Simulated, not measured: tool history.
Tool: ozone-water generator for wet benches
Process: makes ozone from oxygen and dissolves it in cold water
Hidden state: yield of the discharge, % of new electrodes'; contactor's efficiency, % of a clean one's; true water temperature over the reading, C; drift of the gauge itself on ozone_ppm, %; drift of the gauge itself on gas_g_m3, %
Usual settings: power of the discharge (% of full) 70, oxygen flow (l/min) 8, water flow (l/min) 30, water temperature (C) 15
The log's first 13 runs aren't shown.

run	hour	power of the discharge (% of full)	oxygen flow (l/min)	water flow (l/min)	water temperature (C)	hours of work since the electrodes were changed	hours of work since the contactor was cleaned	hours of work since the thermometer was calibrated	dissolved ozone (ppm)	ozone in the gas ahead of the water (g/m3)
14	292.8	70	8	30	17	444	4021	825	26.2	261.2
15	309.2	67	8	30	17	456	4033	837	25.4	249.7
16	327.5	70	8	30	15	470	4047	850	26.6	261.5
17	353.7	70	8	30	15	489	4066	869	26.6	259.7
18	371	70	8	30	15	501	4078	882	26.5	259.1
19	397.5	70	8	30	15	521	4098	901	26.5	259.7
20	425.9	65	8.55	30	15	542	4118	922	25.4	237.5
21	438.8	56	5.19	24	15	551	4128	931	25.2	267.9
22	451.4	64	4.78	27	19	560	4137	940	23.8	305.9
23	472.4	70	6.88	30	15	575	4152	956	25.8	279
24	501.1	70	6.88	30	15	596	4173	977	25.8	278.2
25	531.5	70	6.88	30	23	619	4195	999	23.2	275.2
26	546	70	9.85	30	23	629	4206	1009	23.6	236.6
27	566.7	70	9.85	30	23	644	4221	1025	23.7	235.1
28	584.3	70	9.85	30	14	657	4234	1037	27.4	237.1
29	597.7	71	8	33	12	667	4244	1047	25.7	260.3
30	611.1	63	8	40	15	677	4254	1057	19.3	239.4
31	640	70	8	38	15	698	4275	1078	21.7	259.8
32	659.9	44	9.83	40	10	712	4289	1093	16.4	168.7
33	684.2	40	5.03	38	11	730	4307	1110	13.4	211.1

4 ways to go on from here, each from the tool as it stands after run 33. What would each give?
A	714	67	8	41	22	752	4329	1132	?	?
B	714	40	9.34	38	11	752	4329	1132	?	?
C	714	93	10.93	38	15	752	4329	1132	?	?
D	714	60	7.45	30	10	752	4329	1132	?	?

run	dissolved ozone (ppm)	ozone in the gas ahead of the water (g/m3)
A	18.1	249.6
B	15.6	160.4
C	27.5	274.6
D	24.6	235.8
Without the tool's hidden state the same runs would have given:
run	dissolved ozone (ppm)	ozone in the gas ahead of the water (g/m3)
A	20.4	256
B	17.4	162.9
C	31.3	283.5
D	27.6	241.4

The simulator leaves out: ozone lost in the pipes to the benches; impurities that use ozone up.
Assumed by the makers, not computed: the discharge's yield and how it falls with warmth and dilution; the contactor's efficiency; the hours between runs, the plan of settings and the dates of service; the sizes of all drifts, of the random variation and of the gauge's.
